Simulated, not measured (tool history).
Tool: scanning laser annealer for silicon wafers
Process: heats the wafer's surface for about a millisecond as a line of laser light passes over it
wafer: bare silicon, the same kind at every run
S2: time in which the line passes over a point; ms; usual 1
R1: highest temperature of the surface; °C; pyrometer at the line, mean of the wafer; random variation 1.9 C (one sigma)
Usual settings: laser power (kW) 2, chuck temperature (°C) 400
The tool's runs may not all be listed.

Run 1, day 0: usual settings. Result: R1 1165 °C.
Run 2, day 0.625: usual settings but S2 1.09 ms. Result: R1 1194 °C.
Run 3, day 1.362: usual settings but S2 1.09 ms. Result: R1 1193 °C.
Run 4, day 2.008: usual settings but laser power (kW) 2.145, S2 1.09 ms. Result: R1 1245 °C.
Run 5, day 2.571: usual settings but laser power (kW) 2.145, S2 1.09 ms. Result: R1 1249 °C.
Run 6, day 3.308: usual settings but laser power (kW) 2.145, S2 1.09 ms. Result: R1 1249 °C.
Run 7, day 4.042: usual settings but laser power (kW) 2.145, S2 1.09 ms. Result: R1 1247 °C.
Run 8, day 4.967: usual settings but laser power (kW) 2.145, S2 1.09 ms. Result: R1 1245 °C.
Run 9, day 5.617: usual settings but laser power (kW) 2.145, S2 1.23 ms, chuck temperature (°C) 404. Result: R1 1299 °C.

Forecast run 10:
At day 6.129: window over the wafer cleaned.
Run 10, day 6.717: usual settings but laser power (kW) 2.193, S2 0.9 ms, chuck temperature (°C) 409. Result: R1 ?.

Run 10 gave R1 1204 °C.
Without the tool's hidden state the same run would have given R1 1205 °C.
